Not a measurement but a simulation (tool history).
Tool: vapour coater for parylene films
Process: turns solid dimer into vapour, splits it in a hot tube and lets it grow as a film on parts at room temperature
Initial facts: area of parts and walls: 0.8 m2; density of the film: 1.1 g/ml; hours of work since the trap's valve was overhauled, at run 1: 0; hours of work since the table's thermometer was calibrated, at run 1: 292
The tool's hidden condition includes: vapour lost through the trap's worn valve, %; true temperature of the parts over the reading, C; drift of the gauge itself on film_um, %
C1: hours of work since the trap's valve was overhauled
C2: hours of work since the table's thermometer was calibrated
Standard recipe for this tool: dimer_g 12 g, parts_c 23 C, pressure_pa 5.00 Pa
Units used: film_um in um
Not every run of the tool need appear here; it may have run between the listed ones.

Run 1, hour 0.0: usual settings; C1 0; C2 292. Result: film_um 6.52 um.
Run 2, hour 66.9: usual settings; C1 34; C2 326. Result: film_um 6.46 um.
Run 3, hour 127.2: usual settings; C1 65; C2 356. Result: film_um 6.43 um.
Run 4, hour 171.1: usual settings; C1 87; C2 379. Result: film_um 6.42 um.
Run 5, hour 212.6: usual settings; C1 108; C2 400. Result: film_um 6.51 um.
Run 6, hour 242.3: usual settings; C1 123; C2 415. Result: film_um 6.49 um.
Run 7, hour 286.3: usual settings but pressure_pa 2.15 Pa; C1 145; C2 437. Result: film_um 7.46 um.
Run 8, hour 353.0: usual settings but pressure_pa 3.80 Pa; C1 179; C2 471. Result: film_um 6.82 um.
Run 9, hour 416.7: usual settings but pressure_pa 3.80 Pa; C1 212; C2 503. Result: film_um 6.71 um.
Run 10, hour 483.5: usual settings but pressure_pa 3.80 Pa; C1 246; C2 537. Result: film_um 6.78 um.
Run 11, hour 548.0: usual settings but pressure_pa 3.80 Pa; C1 278; C2 570. Result: film_um 6.77 um.
Run 12, hour 587.6: usual settings; C1 299; C2 590. Result: film_um 6.46 um.
Run 13, hour 654.5: usual settings; C1 333; C2 624. Result: film_um 6.46 um.
Run 14, hour 683.2: usual settings; C1 347; C2 639. Result: film_um 6.54 um.
Run 15, hour 726.6: usual settings; C1 369; C2 661. Result: film_um 6.38 um.
Run 16, hour 792.7: usual settings; C1 403; C2 694. Result: film_um 6.46 um.
Run 17, hour 851.6: usual settings; C1 433; C2 724. Result: film_um 6.46 um.
Run 18, hour 885.5: usual settings but dimer_g 6 g; C1 450; C2 742. Result: film_um 3.22 um.
Run 19, hour 943.2: usual settings but dimer_g 6 g; C1 479; C2 771. Result: film_um 3.26 um.
Run 20, hour 992.2: usual settings but dimer_g 6 g; C1 504; C2 796. Result: film_um 3.31 um.
Run 21, hour 1033.4: usual settings; C1 525; C2 817. Result: film_um 6.46 um.
Run 22, hour 1087.4: usual settings but dimer_g 9 g, parts_c 19 C, pressure_pa 2.19 Pa; C1 552; C2 844. Result: film_um 6.18 um.
Run 23, hour 1146.4: usual settings but pressure_pa 3.87 Pa; C1 582; C2 874. Result: film_um 6.71 um.
Run 24, hour 1191.7: usual settings but parts_c 30 C; C1 605; C2 897. Result: film_um 5.21 um.
Run 25, hour 1226.4: usual settings but dimer_g 13 g, parts_c 25 C, pressure_pa 10.69 Pa; C1 623; C2 915. Result: film_um 5.84 um.
At hour 1232.9: table's thermometer calibrated.
Run 26, hour 1291.1: usual settings but pressure_pa 5.41 Pa; C1 655; C2 30. Result: film_um 6.42 um.
Run 27, hour 1325.6: usual settings but dimer_g 13 g, parts_c 19 C, pressure_pa 3.97 Pa; C1 673; C2 47. Result: film_um 8.22 um.
Run 28, hour 1372.4: usual settings but dimer_g 13 g, parts_c 19 C, pressure_pa 3.97 Pa; C1 697; C2 71. Result: film_um 8.16 um.
At hour 1381.6: trap's valve overhauled.
Run 29, hour 1442.6: usual settings but dimer_g 7 g, parts_c 19 C; C1 31; C2 104. Result: film_um 4.29 um.
Run 30, hour 1511.2: usual settings but dimer_g 9 g, parts_c 22 C; C1 66; C2 139. Result: film_um 5.02 um.
Run 31, hour 1568.3: usual settings but dimer_g 5 g, parts_c 15 C, pressure_pa 3.91 Pa; C1 95; C2 168. Result: film_um 3.61 um.
Run 32, hour 1618.1: usual settings but dimer_g 7 g, pressure_pa 3.91 Pa; C1 120; C2 194. Result: film_um 3.92 um.
Run 33, hour 1680.5: usual settings but dimer_g 8 g, pressure_pa 9.34 Pa; C1 152; C2 225. Result: film_um 3.85 um.
Run 34, hour 1725.0: usual settings but dimer_g 13 g, pressure_pa 10.14 Pa; C1 175; C2 248. Result: film_um 6.28 um.
Run 35, hour 1773.3: usual settings but dimer_g 13 g, pressure_pa 10.14 Pa; C1 199; C2 272. Result: film_um 6.24 um.
Run 36, hour 1804.0: usual settings but dimer_g 13 g, pressure_pa 10.14 Pa; C1 215; C2 288. Result: film_um 6.32 um.
Run 37, hour 1864.5: usual settings but dimer_g 10 g, pressure_pa 10.14 Pa; C1 245; C2 319. Result: film_um 4.73 um.
Run 38, hour 1897.1: usual settings but dimer_g 10 g, pressure_pa 10.14 Pa; C1 262; C2 335. Result: film_um 4.81 um.
Run 39, hour 1938.5: usual settings but dimer_g 10 g, pressure_pa 10.14 Pa; C1 283; C2 356. Result: film_um 4.76 um.
Run 40, hour 1980.6: usual settings but pressure_pa 7.83 Pa; C1 304; C2 378. Result: film_um 6.00 um.
Run 41, hour 2039.8: usual settings but parts_c 22 C, pressure_pa 8.43 Pa; C1 334; C2 408. Result: film_um 6.17 um.

Below are 4 alternative next runs, each starting from the tool's condition after run 41. Predict each:
Run A, hour 2094.7: usual settings but dimer_g 17 g, parts_c 22 C, pressure_pa 8.43 Pa; C1 362; C2 436. Result: film_um ?.
Run B, hour 2094.7: usual settings but dimer_g 15 g; C1 362; C2 436. Result: film_um ?.
Run C, hour 2094.7: usual settings but parts_c 21 C; C1 362; C2 436. Result: film_um ?.
Run D, hour 2094.7: usual settings but dimer_g 17 g, parts_c 34 C, pressure_pa 6.36 Pa; C1 362; C2 436. Result: film_um ?.

run  film_um
  A     8.72
  B     8.05
  C     6.94
  D     6.28
With no hidden state in the tool, these same runs would have given:
run  film_um
  A     8.74
  B     8.07
  C     6.96
  D     6.29
